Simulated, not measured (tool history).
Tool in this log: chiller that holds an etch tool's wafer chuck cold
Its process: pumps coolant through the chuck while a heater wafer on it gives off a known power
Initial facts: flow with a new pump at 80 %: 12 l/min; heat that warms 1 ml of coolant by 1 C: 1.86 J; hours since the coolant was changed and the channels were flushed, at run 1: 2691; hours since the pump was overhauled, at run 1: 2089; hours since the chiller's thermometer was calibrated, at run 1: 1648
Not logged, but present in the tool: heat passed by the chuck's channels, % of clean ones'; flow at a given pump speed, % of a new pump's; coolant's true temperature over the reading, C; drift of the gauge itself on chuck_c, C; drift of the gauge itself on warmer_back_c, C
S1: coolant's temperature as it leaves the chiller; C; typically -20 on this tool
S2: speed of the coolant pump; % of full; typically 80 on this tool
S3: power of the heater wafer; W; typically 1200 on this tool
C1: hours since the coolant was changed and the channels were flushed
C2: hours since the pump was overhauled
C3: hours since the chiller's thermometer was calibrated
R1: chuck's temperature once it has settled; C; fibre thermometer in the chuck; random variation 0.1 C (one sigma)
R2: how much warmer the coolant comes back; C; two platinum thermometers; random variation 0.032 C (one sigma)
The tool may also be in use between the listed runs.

run	hour	S1	S2	S3	C1	C2	C3	R1	R2
1	0.0	-20	80	1200	2691	2089	1648	-9.2	3.41
2	29.5	-20	80	1200	2721	2119	1677	-9.1	3.46
3	66.8	-20	80	1200	2758	2156	1714	-9.2	3.47
4	92.9	-20	80	1200	2784	2182	1740	-9.2	3.39
5	122.4	-20	80	1200	2814	2211	1770	-9.2	3.51
6	161.9	-20	80	1523	2853	2251	1809	-6.1	4.38
7	199.3	-20	80	1523	2890	2288	1847	-6.2	4.40
8	233.5	-20	65	1200	2925	2323	1881	-7.1	4.23
9	271.1	-20	65	1200	2962	2360	1919	-7.2	4.18
10	312.2	-20	80	1200	3003	2401	1960	-9.1	3.47
11	355.5	-20	98	1200	3047	2445	2003	-10.5	2.91
12	379.6	-27	80	1200	3071	2469	2027	-15.9	3.46
13	404.5	-27	80	1200	3096	2494	2052	-15.9	3.50
14	425.8	-27	80	1200	3117	2515	2073	-15.9	3.50
15	453.2	-27	80	1200	3144	2542	2101	-16.0	3.52
16	487.1	-27	80	1200	3178	2576	2135	-15.9	3.45
17	515.5	-27	80	1200	3207	2605	2163	-15.8	3.53
# hour 522.7: coolant pump overhauled
18	552.5	-27	80	1200	3239	30	2195	-15.5	3.66
19	585.3	-14	76	1522	3272	63	2228	1.2	4.81
20	611.5	-14	75	1522	3298	89	2254	1.5	4.90
# hour 623.5: coolant pump overhauled, once more
21	651.3	-29	64	1676	3332	28	2289	-11.8	5.61
22	693.3	-26	76	1059	3374	70	2331	-16.1	3.01
23	715.6	-20	74	620	3397	92	2353	-14.0	1.80
24	758.1	-23	96	861	3439	135	2396	-16.2	1.90
25	780.6	-23	63	1109	3462	157	2418	-11.2	3.75
26	808.8	-28	97	826	3490	185	2446	-21.4	1.88
27	829.9	-20	73	1623	3511	206	2467	-4.5	4.78
28	852.8	-12	80	1276	3534	229	2490	-0.5	3.44
29	880.7	-20	80	1446	3562	257	2518	-7.1	3.92
30	905.6	-28	72	1123	3587	282	2543	-17.1	3.35
31	940.8	-17	82	1455	3622	317	2578	-4.1	3.83
32	965.1	-11	93	1686	3646	342	2603	2.6	3.95
33	1002.3	-11	93	1686	3684	379	2640	2.4	3.94

Entry by entry between the runs, the difference in hidden state between the last listed run before and the first listed run after:
Logged between run 17 and run 18: coolant pump overhauled (hour 522.7)
  heat passed by the chuck's channels, % of clean ones': 87.8 -> 87.6; flow at a given pump speed, % of a new pump's: 92.7 -> 88.9
  difference, measured minus the result without the unlogged condition, R1: +1.9 -> +2.3 C; R2: +0.25 -> +0.40 C
Logged between run 20 and run 21: coolant pump overhauled, once more (hour 623.5)
  heat passed by the chuck's channels, % of clean ones': 87.4 -> 87.3; flow at a given pump speed, % of a new pump's: 88.7 -> 100.1
  difference, measured minus the result without the unlogged condition, R1: +3.0 -> +2.0 C; R2: +0.55 -> +0.00 C

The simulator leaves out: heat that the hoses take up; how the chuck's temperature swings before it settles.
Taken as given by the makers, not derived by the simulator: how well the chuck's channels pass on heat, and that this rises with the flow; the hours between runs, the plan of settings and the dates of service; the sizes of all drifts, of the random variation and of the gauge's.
